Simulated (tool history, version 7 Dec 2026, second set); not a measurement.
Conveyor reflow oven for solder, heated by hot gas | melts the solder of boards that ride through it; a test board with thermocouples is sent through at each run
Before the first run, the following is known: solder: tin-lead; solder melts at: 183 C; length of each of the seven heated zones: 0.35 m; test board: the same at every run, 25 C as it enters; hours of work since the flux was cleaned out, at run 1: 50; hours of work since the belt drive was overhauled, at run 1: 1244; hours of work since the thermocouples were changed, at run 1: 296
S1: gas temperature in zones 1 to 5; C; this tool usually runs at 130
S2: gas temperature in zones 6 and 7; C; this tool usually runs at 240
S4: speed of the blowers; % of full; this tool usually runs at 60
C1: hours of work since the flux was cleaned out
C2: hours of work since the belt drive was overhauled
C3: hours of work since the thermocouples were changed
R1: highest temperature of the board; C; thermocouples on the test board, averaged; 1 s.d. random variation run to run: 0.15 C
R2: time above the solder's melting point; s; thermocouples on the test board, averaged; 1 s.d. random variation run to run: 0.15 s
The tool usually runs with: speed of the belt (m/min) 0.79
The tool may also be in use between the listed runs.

{"run": 1, "hour": 0.0, "S1": 130, "S2": 240, "speed of the belt (m/min)": 0.79, "S4": 60, "C1": 50, "C2": 1244, "C3": 296, "R1": 220.8, "R2": 40.5}
{"run": 2, "hour": 31.1, "S1": 130, "S2": 240, "speed of the belt (m/min)": 0.79, "S4": 60, "C1": 69, "C2": 1263, "C3": 315, "R1": 220.5, "R2": 40.5}
{"run": 3, "hour": 70.7, "S1": 130, "S2": 240, "speed of the belt (m/min)": 0.79, "S4": 60, "C1": 93, "C2": 1287, "C3": 340, "R1": 220.1, "R2": 40.2}
{"run": 4, "hour": 128.5, "S1": 130, "S2": 240, "speed of the belt (m/min)": 0.79, "S4": 60, "C1": 129, "C2": 1323, "C3": 375, "R1": 219.9, "R2": 40.1}
{"run": 5, "hour": 173.4, "S1": 130, "S2": 253, "speed of the belt (m/min)": 0.79, "S4": 60, "C1": 156, "C2": 1350, "C3": 402, "R1": 230.6, "R2": 45.1}
{"run": 6, "hour": 239.4, "S1": 130, "S2": 253, "speed of the belt (m/min)": 0.79, "S4": 60, "C1": 197, "C2": 1391, "C3": 443, "R1": 230.3, "R2": 45.1}
{"run": 7, "hour": 298.4, "S1": 130, "S2": 240, "speed of the belt (m/min)": 0.79, "S4": 80, "C1": 233, "C2": 1427, "C3": 479, "R1": 224, "R2": 42.8}
{"hour": 308.1, "done": "flux residue cleaned out of gas plates and filters"}
{"run": 8, "hour": 336.7, "S1": 130, "S2": 240, "speed of the belt (m/min)": 0.79, "S4": 76, "C1": 17, "C2": 1447, "C3": 499, "R1": 226.5, "R2": 44}
{"run": 9, "hour": 404.7, "S1": 130, "S2": 240, "speed of the belt (m/min)": 0.79, "S4": 76, "C1": 59, "C2": 1489, "C3": 541, "R1": 225.9, "R2": 43.4}
{"run": 10, "hour": 440.8, "S1": 130, "S2": 240, "speed of the belt (m/min)": 0.635, "S4": 78, "C1": 81, "C2": 1511, "C3": 563, "R1": 232.3, "R2": 58.7}
{"run": 11, "hour": 486.8, "S1": 139, "S2": 240, "speed of the belt (m/min)": 0.79, "S4": 81, "C1": 109, "C2": 1539, "C3": 591, "R1": 228, "R2": 46.7}
{"run": 12, "hour": 524.7, "S1": 118, "S2": 240, "speed of the belt (m/min)": 0.892, "S4": 60, "C1": 133, "C2": 1562, "C3": 614, "R1": 213.6, "R2": 29.5}
{"run": 13, "hour": 585.1, "S1": 137, "S2": 240, "speed of the belt (m/min)": 0.892, "S4": 60, "C1": 169, "C2": 1599, "C3": 651, "R1": 217.9, "R2": 35.7}
{"run": 14, "hour": 655.1, "S1": 130, "S2": 242, "speed of the belt (m/min)": 0.887, "S4": 76, "C1": 212, "C2": 1642, "C3": 694, "R1": 222.2, "R2": 36.8}
{"run": 15, "hour": 688.1, "S1": 130, "S2": 242, "speed of the belt (m/min)": 0.887, "S4": 76, "C1": 232, "C2": 1662, "C3": 714, "R1": 222, "R2": 36.9}
{"hour": 700.0, "done": "flux residue cleaned out of gas plates and filters"}
{"run": 16, "hour": 755.0, "S1": 130, "S2": 242, "speed of the belt (m/min)": 0.887, "S4": 76, "C1": 34, "C2": 1700, "C3": 752, "R1": 224.6, "R2": 38.1}
{"hour": 822.5, "done": "belt drive overhauled, speed set with a stopwatch"}
{"run": 17, "hour": 825.2, "S1": 130, "S2": 237, "speed of the belt (m/min)": 0.79, "S4": 57, "C1": 74, "C2": 2, "C3": 793, "R1": 217.4, "R2": 37.6}

What differs in the tool's unlogged condition from the final listed run ahead of each entry between runs to the first listed run following it?
After run 7, before run 8: flux residue cleaned out of gas plates and filters (hour 308.1)
  heat that the gas passes to the board, % of a clean oven's: 89.3 -> 99; belt's true speed, % of the reading: 96.87 -> 96.82; true gas temperature in zones 6 and 7 over the reading, C: 1.85 -> 1.92
  measured value less the no-hidden-state value, R1: -0.7 -> +2.4 C; R2: +0.8 -> +2.5 s
After run 15, before run 16: flux residue cleaned out of gas plates and filters (hour 700)
  heat that the gas passes to the board, % of a clean oven's: 90.8 -> 97.6; belt's true speed, % of the reading: 96.34 -> 96.26; true gas temperature in zones 6 and 7 over the reading, C: 2.66 -> 2.78
  measured value less the no-hidden-state value, R1: +0.4 -> +3 C; R2: +1.4 -> +2.7 s
After run 16, before run 17: belt drive overhauled, speed set with a stopwatch (hour 822.5)
  heat that the gas passes to the board, % of a clean oven's: 97.6 -> 96; belt's true speed, % of the reading: 96.26 -> 100.03; true gas temperature in zones 6 and 7 over the reading, C: 2.78 -> 2.92
  measured value less the no-hidden-state value, R1: +3 -> +1.3 C; R2: +2.7 -> +0.7 s
